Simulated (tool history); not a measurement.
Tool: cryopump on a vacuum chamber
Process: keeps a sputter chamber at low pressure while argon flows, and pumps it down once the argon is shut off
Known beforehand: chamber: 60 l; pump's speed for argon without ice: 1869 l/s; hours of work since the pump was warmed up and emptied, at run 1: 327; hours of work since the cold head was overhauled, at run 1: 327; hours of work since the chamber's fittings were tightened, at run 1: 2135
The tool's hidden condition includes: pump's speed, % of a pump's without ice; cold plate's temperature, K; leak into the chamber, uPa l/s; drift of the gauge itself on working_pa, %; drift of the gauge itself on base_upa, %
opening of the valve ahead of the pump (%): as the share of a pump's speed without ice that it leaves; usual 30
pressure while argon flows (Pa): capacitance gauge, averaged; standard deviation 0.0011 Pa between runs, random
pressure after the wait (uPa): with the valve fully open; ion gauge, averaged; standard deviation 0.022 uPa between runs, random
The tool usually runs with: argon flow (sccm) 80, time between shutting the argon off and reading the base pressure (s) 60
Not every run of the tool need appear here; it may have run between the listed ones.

| run | hour | argon flow (sccm) | time between shutting the argon off and reading the base pressure (s) | opening of the valve ahead of the pump (%) | hours of work since the pump was warmed up and emptied | hours of work since the cold head was overhauled | hours of work since the chamber's fittings were tightened | pressure while argon flows (Pa) | pressure after the wait (uPa) |
|---|---|---|---|---|---|---|---|---|---|
| 1 | 0 | 80 | 60 | 30 | 327 | 327 | 2135 | 0.2499 | 1.76 |
| 2 | 17.3 | 67 | 60 | 30 | 337 | 337 | 2145 | 0.2089 | 1.78 |
| 3 | 25.4 | 42 | 60 | 30 | 341 | 341 | 2150 | 0.1311 | 1.79 |
| 4 | 40.8 | 80 | 60 | 16 | 350 | 350 | 2158 | 0.4612 | 1.84 |
| 5 | 57.5 | 80 | 60 | 30 | 360 | 360 | 2168 | 0.2509 | 1.83 |
| 6 | 70.3 | 80 | 60 | 30 | 367 | 367 | 2175 | 0.2515 | 1.9 |
| 7 | 80 | 80 | 60 | 30 | 373 | 373 | 2181 | 0.2493 | 1.8 |
| 8 | 98.8 | 80 | 60 | 30 | 383 | 383 | 2192 | 0.2503 | 1.93 |
| 9 | 111.7 | 80 | 60 | 30 | 391 | 391 | 2199 | 0.2501 | 1.87 |
| 10 | 120.9 | 105 | 60 | 30 | 396 | 396 | 2204 | 0.3291 | 1.84 |
| 11 | 137 | 105 | 60 | 30 | 405 | 405 | 2214 | 0.3287 | 1.88 |
| 12 | 156.4 | 80 | 60 | 30 | 417 | 417 | 2225 | 0.2524 | 1.87 |
| 13 | 167.7 | 80 | 60 | 19 | 423 | 423 | 2231 | 0.3916 | 1.91 |
| 14 | 181.6 | 80 | 60 | 30 | 431 | 431 | 2239 | 0.2515 | 1.9 |
| 15 | 194.5 | 80 | 60 | 28 | 439 | 439 | 2247 | 0.2693 | 1.89 |
| 16 | 204.6 | 80 | 101 | 30 | 444 | 444 | 2253 | 0.2533 | 1.73 |
| 17 | 222.4 | 80 | 101 | 30 | 455 | 455 | 2263 | 0.2536 | 1.78 |
| 18 | 235 | 43 | 26 | 32 | 462 | 462 | 2270 | 0.1283 | 2.53 |
| 19 | 248.2 | 43 | 26 | 32 | 470 | 470 | 2278 | 0.1288 | 2.49 |
| 20 | 266.7 | 43 | 28 | 44 | 480 | 480 | 2288 | 0.096 | 2.37 |
| 21 | 285.6 | 92 | 60 | 16 | 491 | 491 | 2299 | 0.5363 | 1.88 |
| 22 | 301.3 | 49 | 195 | 18 | 500 | 500 | 2308 | 0.257 | 1.67 |
| 23 | 312.4 | 40 | 61 | 30 | 507 | 507 | 2315 | 0.1274 | 1.94 |
| 24 | 330.2 | 37 | 203 | 20 | 517 | 517 | 2325 | 0.1742 | 1.74 |
| 25 | 350.3 | 76 | 53 | 20 | 528 | 528 | 2337 | 0.3577 | 1.97 |
| 26 | 370.6 | 83 | 97 | 37 | 540 | 540 | 2348 | 0.2189 | 1.85 |
| 27 | 384.7 | 83 | 97 | 37 | 548 | 548 | 2356 | 0.2175 | 1.86 |
| 28 | 397.7 | 80 | 46 | 30 | 556 | 556 | 2364 | 0.2544 | 2.17 |
| 29 | 414.4 | 47 | 60 | 39 | 565 | 565 | 2373 | 0.1173 | 2.04 |
| 30 | 426.9 | 80 | 66 | 30 | 572 | 572 | 2381 | 0.2576 | 2.03 |
| 31 | 441.5 | 116 | 60 | 17 | 581 | 581 | 2389 | 0.6391 | 2.05 |
| 32 | 461 | 116 | 60 | 17 | 592 | 592 | 2400 | 0.6389 | 2.08 |
| 33 | 473.2 | 35 | 99 | 17 | 599 | 599 | 2407 | 0.1954 | 1.91 |
| 34 | 488.6 | 35 | 220 | 48 | 608 | 608 | 2416 | 0.0742 | 1.83 |

What if the next run were any one of these 4? Each begins from the tool's condition after run 34:
| A | 498.3 | 68 | 29 | 18 | 614 | 614 | 2422 | ? | ? |
| B | 498.3 | 74 | 60 | 18 | 614 | 614 | 2422 | ? | ? |
| C | 498.3 | 93 | 155 | 20 | 614 | 614 | 2422 | ? | ? |
| D | 498.3 | 51 | 220 | 53 | 614 | 614 | 2422 | ? | ? |

| run | pressure while argon flows (Pa) | pressure after the wait (uPa) |
|---|---|---|
| A | 0.358 | 2.57 |
| B | 0.3872 | 2.13 |
| C | 0.4378 | 1.81 |
| D | 0.0982 | 1.81 |
Without the tool's hidden state the same runs would have given:
| run | pressure while argon flows (Pa) | pressure after the wait (uPa) |
|---|---|---|
| A | 0.3436 | 1.02 |
| B | 0.3716 | 0.57 |
| C | 0.4184 | 0.3 |
| D | 0.0875 | 0.26 |
